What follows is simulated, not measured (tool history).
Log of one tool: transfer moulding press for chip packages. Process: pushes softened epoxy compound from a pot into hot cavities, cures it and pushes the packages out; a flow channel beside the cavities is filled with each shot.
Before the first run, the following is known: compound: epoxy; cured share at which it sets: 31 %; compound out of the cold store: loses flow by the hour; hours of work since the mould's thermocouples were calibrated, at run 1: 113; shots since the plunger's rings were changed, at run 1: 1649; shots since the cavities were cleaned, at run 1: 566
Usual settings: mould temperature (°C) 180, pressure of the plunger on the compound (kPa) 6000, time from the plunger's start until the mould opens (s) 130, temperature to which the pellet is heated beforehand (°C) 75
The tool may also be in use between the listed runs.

run   hour  mould temperature (°C)  pressure of the plunger on the compound (kPa)  time from the plunger's start until the mould opens (s)  temperature to which the pellet is heated beforehand (°C)  hours of work since the mould's thermocouples were calibrated  shots since the plunger's rings were changed  shots since the cavities were cleaned  incoming compound's hours out of the cold store  length that the compound runs in the flow channel (mm)  greatest force on the pins that push the packages out (N)
  1    0.0                     180                                           6000                                                      130                                                         75                                                            113                                          1649                                    566                                             23.6                                                     894                                                        532
  2    6.8                     180                                           6000                                                      130                                                         75                                                            116                                          1688                                    605                                             18.5                                                     923                                                        543
  3   16.9                     180                                           6000                                                      130                                                         75                                                            121                                          1746                                    663                                             37.5                                                     832                                                        550
  4   21.4                     180                                           6000                                                      130                                                         70                                                            122                                          1772                                    689                                             42.7                                                     815                                                        546
  5   30.1                     180                                           6000                                                      130                                                         70                                                            126                                          1823                                    740                                             29.4                                                     874                                                        548
  6   40.9                     180                                           6000                                                      130                                                         70                                                            131                                          1885                                    802                                             40.8                                                     818                                                        579
  7   47.4                     180                                           6000                                                      130                                                         75                                                            133                                          1922                                    839                                             40.4                                                     824                                                        550
      52.7  -- cavities cleaned with cleaning compound and waxed
  8   57.0                     180                                           6000                                                      130                                                         75                                                            137                                          1969                                     25                                             11.0                                                     944                                                        389
  9   63.4                     180                                           6000                                                      130                                                         75                                                            139                                          2006                                     62                                             27.7                                                     861                                                        381
 10   68.9                     180                                           6000                                                      130                                                         75                                                            142                                          2038                                     94                                              9.4                                                     951                                                        415
 11   73.4                     180                                           6000                                                      130                                                         75                                                            144                                          2064                                    120                                             20.2                                                     898                                                        435
 12   82.4                     180                                           4750                                                      130                                                         71                                                            147                                          2116                                    172                                              8.5                                                     857                                                        462
 13   87.0                     180                                           5260                                                      128                                                         83                                                            149                                          2142                                    198                                             45.9                                                     748                                                        449
      89.8  -- mould's thermocouples calibrated
 14   98.1                     182                                           5200                                                      120                                                         75                                                              3                                          2195                                    251                                             17.4                                                     840                                                        497
 15  102.5                     182                                           5510                                                      148                                                         74                                                              5                                          2220                                    276                                              9.5                                                     902                                                        425

For run 16, what comes out?
     109.6  -- mould's thermocouples calibrated, once more
 16  113.3                     178                                           6000                                                      130                                                         71                                                              2                                          2271                                    327                                             11.7                                                       ?                                                          ?

{"run 16": {"length that the compound runs in the flow channel (mm)": 937, "greatest force on the pins that push the packages out (N)": 600}}
Take away the tool's hidden state, keep the run-to-run variation as it was, and the same run would have given length that the compound runs in the flow channel (mm) 976, greatest force on the pins that push the packages out (N) 418.
